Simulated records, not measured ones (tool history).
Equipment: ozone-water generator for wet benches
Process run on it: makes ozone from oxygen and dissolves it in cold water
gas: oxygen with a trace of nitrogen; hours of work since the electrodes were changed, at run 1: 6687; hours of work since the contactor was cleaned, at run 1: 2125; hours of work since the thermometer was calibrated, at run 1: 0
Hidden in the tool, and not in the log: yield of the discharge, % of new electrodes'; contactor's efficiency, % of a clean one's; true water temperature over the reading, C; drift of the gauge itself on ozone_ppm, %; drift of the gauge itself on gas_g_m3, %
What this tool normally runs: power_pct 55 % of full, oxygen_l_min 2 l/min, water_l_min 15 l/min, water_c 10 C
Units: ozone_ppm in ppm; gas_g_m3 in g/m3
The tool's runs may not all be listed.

run	day	power_pct	oxygen_l_min	water_l_min	water_c	hours of work since the electrodes were changed	hours of work since the contactor was cleaned	hours of work since the thermometer was calibrated	ozone_ppm	gas_g_m3
1	0	55	2	15	10	6687	2125	0	12.2	183.6
2	4.725	55	2	15	10	6788	2225	100	12.4	182.6
3	13.208	55	2	14	10	6968	2406	281	13.3	183.1
4	20.017	55	2	14	10	7113	2551	426	13.2	182.1
5	25.825	55	3.12	15	10	7236	2674	549	13.6	151.9
6	33.65	55	3.12	16	10	7403	2840	715	12.9	151.8
7	38.904	55	3.12	16	10	7514	2952	827	12.9	151.7
8	47.904	55	3.12	16	10	7706	3143	1018	12.8	150.8
# day 51.462: contactor cleaned
9	54.879	55	3.12	16	10	7850	73	1163	13.2	151.7
10	62.246	55	3.12	16	10	8007	229	1320	13.3	148.3
11	67.325	55	3.12	16	10	8115	337	1428	13.1	149.4
12	71.583	55	3.12	16	10	8205	428	1518	13.1	148.1
13	80.125	55	3.12	16	10	8387	609	1700	13	148
14	87.829	55	2	15	10	8551	773	1864	11.8	173.2
15	94.733	55	2	15	10	8698	920	2010	11.6	171.2
# day 96.7: electrodes of the discharge changed
16	100.808	55	2	15	10	87	1044	2134	14.7	218.2
17	106.679	55	2	15	15	212	1169	2259	13.9	217.3
18	112.042	55	2	9	6	326	1283	2373	26.1	218.2
19	116.554	55	2	9	6	422	1379	2469	25.9	217.1
20	125.625	55	1.22	23	10	615	1571	2662	6.8	258.1
21	131.779	58	1.15	13	6	746	1702	2793	14.6	275.8
22	136.05	55	1.22	22	10	837	1793	2883	7.2	260.2
23	140.262	55	1.22	22	10	926	1883	2973	7.3	257.3
# day 142.896: water thermometer calibrated
24	144.633	65	2.64	15	15	1019	1975	37	17.2	221
25	149.196	65	1.64	15	16	1116	2072	134	14.7	266.1
26	157.929	61	2	15	10	1301	2258	320	15.7	232.9
27	162.046	85	1.24	17	6	1389	2345	407	14.8	371.1
28	167.971	85	1.24	17	6	1515	2471	533	14.6	369.4
29	174.05	68	2	15	10	1644	2600	662	16.8	253.4
30	182.417	55	2	10	5	1822	2778	840	22.5	209.4
31	188.917	55	2	10	5	1960	2916	978	22.4	208.2
32	196.542	48	3.3	10	5	2122	3079	1141	22.6	151.3
# day 203.662: contactor cleaned
33	206.242	52	2.08	15	10	2325	55	1343	13.7	195.5
34	212.442	48	2.08	15	5	2457	187	1475	13.5	180.5

How the hidden state differs across the entries between the runs, from the last listed run before each to the first after it:
Logged between run 8 and run 9: contactor cleaned (day 51.462)
  yield of the discharge, % of new electrodes': 78.2 -> 77.8; contactor's efficiency, % of a clean one's: 92 -> 99.2; true water temperature over the reading, C: 0.17 -> 0.19
  measured minus no-state result, ozone_ppm: -3.6 -> -3.1 ppm; gas_g_m3: -33 -> -33.8 g/m3
Logged between run 15 and run 16: electrodes of the discharge changed (day 96.7)
  yield of the discharge, % of new electrodes': 75.3 -> 100.2; contactor's efficiency, % of a clean one's: 97.1 -> 96.8; true water temperature over the reading, C: 0.28 -> 0.3
  measured minus no-state result, ozone_ppm: -3.3 -> -0.3 ppm; gas_g_m3: -44.1 -> +0.4 g/m3
Logged between run 23 and run 24: water thermometer calibrated (day 142.896)
  yield of the discharge, % of new electrodes': 97.7 -> 97.5; contactor's efficiency, % of a clean one's: 94.6 -> 94.4; true water temperature over the reading, C: 0.39 -> 0.02
  measured minus no-state result, ozone_ppm: -0.4 -> -1 ppm; gas_g_m3: -4.6 -> -5.4 g/m3
Logged between run 32 and run 33: contactor cleaned (day 203.662)
  yield of the discharge, % of new electrodes': 94.2 -> 93.7; contactor's efficiency, % of a clean one's: 91.7 -> 99.6; true water temperature over the reading, C: 0.14 -> 0.16
  measured minus no-state result, ozone_ppm: -1.8 -> -0.8 ppm; gas_g_m3: -6.1 -> -9.7 g/m3
